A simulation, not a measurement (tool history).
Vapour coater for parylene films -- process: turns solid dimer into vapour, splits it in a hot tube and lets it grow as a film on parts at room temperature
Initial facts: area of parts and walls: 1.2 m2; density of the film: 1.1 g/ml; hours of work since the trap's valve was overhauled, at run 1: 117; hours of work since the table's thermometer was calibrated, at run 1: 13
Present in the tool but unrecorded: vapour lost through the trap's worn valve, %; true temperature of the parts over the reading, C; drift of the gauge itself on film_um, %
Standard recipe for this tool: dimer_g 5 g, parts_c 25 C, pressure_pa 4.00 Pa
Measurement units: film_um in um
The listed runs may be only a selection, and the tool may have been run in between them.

run,day,dimer_g,parts_c,pressure_pa,hours of work since the trap's valve was overhauled,hours of work since the table's thermometer was calibrated,film_um
1,0.000,5,25,4.00,117,13,2.28
2,0.454,5,33,4.00,124,20,1.65
3,0.967,5,25,4.00,131,28,2.32
4,1.517,5,25,11.08,139,36,1.78
5,2.112,5,25,4.00,148,45,2.32
6,2.442,5,25,4.00,153,49,2.23
7,3.104,6,25,4.00,163,59,2.69
8,3.479,7,25,4.00,168,65,3.13
9,3.812,5,25,3.18,173,69,2.35
10,4.229,5,25,3.18,179,76,2.33
11,4.754,5,25,3.18,187,83,2.31
12,5.446,2,21,2.42,197,93,1.19
13,5.917,2,21,2.42,204,100,1.16
14,6.571,9,25,2.65,213,110,4.41
15,7.179,7,32,6.43,222,119,2.10
16,7.867,7,32,6.43,233,129,2.09
17,8.604,5,30,4.77,243,140,1.76
18,9.112,5,30,4.77,251,147,1.75
19,9.629,3,22,4.77,258,155,1.38
20,10.288,3,25,4.86,268,165,1.26
21,10.838,2,32,3.31,276,173,0.67
22,11.271,2,32,3.31,282,179,0.73

4 ways to go on from here, each from the tool as it stands after run 22. What would each give?
A,11.825,9,34,3.29,291,187,?
B,11.825,6,20,3.91,291,187,?
C,11.825,5,23,5.83,291,187,?
D,11.825,3,28,10.21,291,187,?

run,film_um
A,2.87
B,3.16
C,2.13
D,0.94
With the hidden condition removed and each run's random variation left untouched, the same runs would have given:
run,film_um
A,3.12
B,3.44
C,2.32
D,1.02
